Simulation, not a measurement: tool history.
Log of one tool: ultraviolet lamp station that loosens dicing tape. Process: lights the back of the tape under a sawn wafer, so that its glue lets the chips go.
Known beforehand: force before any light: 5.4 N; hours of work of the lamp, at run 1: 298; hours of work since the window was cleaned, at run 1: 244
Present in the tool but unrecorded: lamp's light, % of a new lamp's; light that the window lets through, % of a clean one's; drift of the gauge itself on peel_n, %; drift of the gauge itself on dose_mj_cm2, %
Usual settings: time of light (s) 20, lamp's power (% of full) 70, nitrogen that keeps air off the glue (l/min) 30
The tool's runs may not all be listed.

run	hour	time of light (s)	lamp's power (% of full)	nitrogen that keeps air off the glue (l/min)	hours of work of the lamp	hours of work since the window was cleaned	force that peels the tape off (N)	light that reached the tape (J/m2)
1	0.0	20	70	30	298	244	0.624	1520
2	13.3	20	65	30	308	255	0.691	1420
3	29.6	20	81	30	321	267	0.506	1760
4	42.0	20	81	30	330	277	0.499	1780
5	55.3	20	70	30	340	287	0.685	1500
6	71.6	20	70	30	353	300	0.682	1500
7	83.1	20	70	30	362	309	0.694	1460
8	92.8	12	70	30	370	317	1.458	880
9	106.9	20	77	30	381	327	0.583	1650
10	123.7	20	77	30	394	340	0.586	1630
11	133.6	21	71	11	401	348	1.083	1520
12	142.9	21	71	11	409	355	1.072	1550
13	153.3	23	67	16	417	364	0.854	1560
14	168.4	23	67	16	428	375	0.838	1590
15	178.5	23	67	16	436	383	0.884	1560
16	193.4	26	70	30	448	395	0.490	1820

For some of the steps in force that peels the tape off (N) from one run to the next: how much would appear even if the tool had no hidden state, given the settings, what came in and random variation, and how much remains for the hidden state plus any gauge scatter that the measured result and the result without hidden state don't share?
Run 8 -> 9: time of light (s) 12 -> 20, lamp's power (% of full) 70 -> 77. force that peels the tape off (N) -0.875: hidden state -0.206, all else -0.669.

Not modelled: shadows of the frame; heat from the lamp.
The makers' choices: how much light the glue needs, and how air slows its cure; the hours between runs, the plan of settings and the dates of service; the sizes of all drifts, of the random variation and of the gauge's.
